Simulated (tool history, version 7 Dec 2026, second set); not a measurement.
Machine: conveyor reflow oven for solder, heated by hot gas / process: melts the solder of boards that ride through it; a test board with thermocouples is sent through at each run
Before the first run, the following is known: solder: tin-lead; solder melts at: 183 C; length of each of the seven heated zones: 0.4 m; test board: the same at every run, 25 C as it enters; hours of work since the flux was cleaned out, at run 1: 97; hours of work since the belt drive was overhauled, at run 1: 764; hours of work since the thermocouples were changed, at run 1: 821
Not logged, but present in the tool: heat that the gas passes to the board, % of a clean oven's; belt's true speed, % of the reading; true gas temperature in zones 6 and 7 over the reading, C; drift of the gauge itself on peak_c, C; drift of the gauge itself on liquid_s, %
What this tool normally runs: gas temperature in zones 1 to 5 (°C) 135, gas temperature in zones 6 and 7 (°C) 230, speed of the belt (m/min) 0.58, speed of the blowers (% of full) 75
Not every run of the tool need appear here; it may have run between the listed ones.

run,hour,gas temperature in zones 1 to 5 (°C),gas temperature in zones 6 and 7 (°C),speed of the belt (m/min),speed of the blowers (% of full),hours of work since the flux was cleaned out,hours of work since the belt drive was overhauled,hours of work since the thermocouples were changed,highest temperature of the board (°C),time above the solder's melting point (s)
1,0,135,230,0.58,75,97,764,821,217.9,62.5
# hour 22.8: belt drive overhauled, speed set with a stopwatch
2,36.9,135,230,0.661,75,123,11,847,213.5,50.7
3,57.6,135,230,0.58,75,140,28,863,217.6,61.9
4,78.8,135,230,0.58,75,157,45,880,217.4,61.7
5,99.7,135,230,0.475,75,174,61,897,222.3,82.8
6,130.8,135,230,0.475,75,198,86,922,222.5,81.7
7,168.5,135,230,0.475,75,228,116,952,222.3,81.9
8,201.1,135,237,0.58,75,254,142,978,223.3,65.6
9,228.7,135,237,0.58,75,276,164,1000,222.9,66.1
10,253.2,135,237,0.58,75,296,184,1019,223,64.9
# hour 268.2: flux residue cleaned out of gas plates and filters
11,290.6,122,242,0.58,75,18,209,1045,227.7,65.1
12,316.9,122,242,0.58,75,39,230,1066,227.7,65.3
13,343.1,122,242,0.58,75,60,251,1087,228.3,65.7
14,379.5,122,242,0.58,75,89,280,1116,227.6,65
15,416.3,135,230,0.502,75,118,309,1145,221.8,77
16,449.7,149,230,0.502,66,145,336,1172,222.3,82.8
17,480.4,135,235,0.58,51,169,360,1196,219,61.5

Here are 5 independent what-if runs from the current tool condition. What would each one return?
A,515.5,127,235,0.58,51,197,388,1224,?,?
B,515.5,148,235,0.58,51,197,388,1224,?,?
C,515.5,142,235,0.686,73,197,388,1224,?,?
D,515.5,135,219,0.58,86,197,388,1224,?,?
E,515.5,125,222,0.58,60,197,388,1224,?,?

run,highest temperature of the board (°C),time above the solder's melting point (s)
A,216.4,57.5
B,220.9,69.2
C,218,54.1
D,208.7,55.1
E,207.6,47.4
Stripped of hidden state, with their random variation kept, the same runs would have yielded:
run,highest temperature of the board (°C),time above the solder's melting point (s)
A,216.4,57.5
B,220.6,68.8
C,218.3,54.2
D,208.6,55.3
E,207.5,47.7
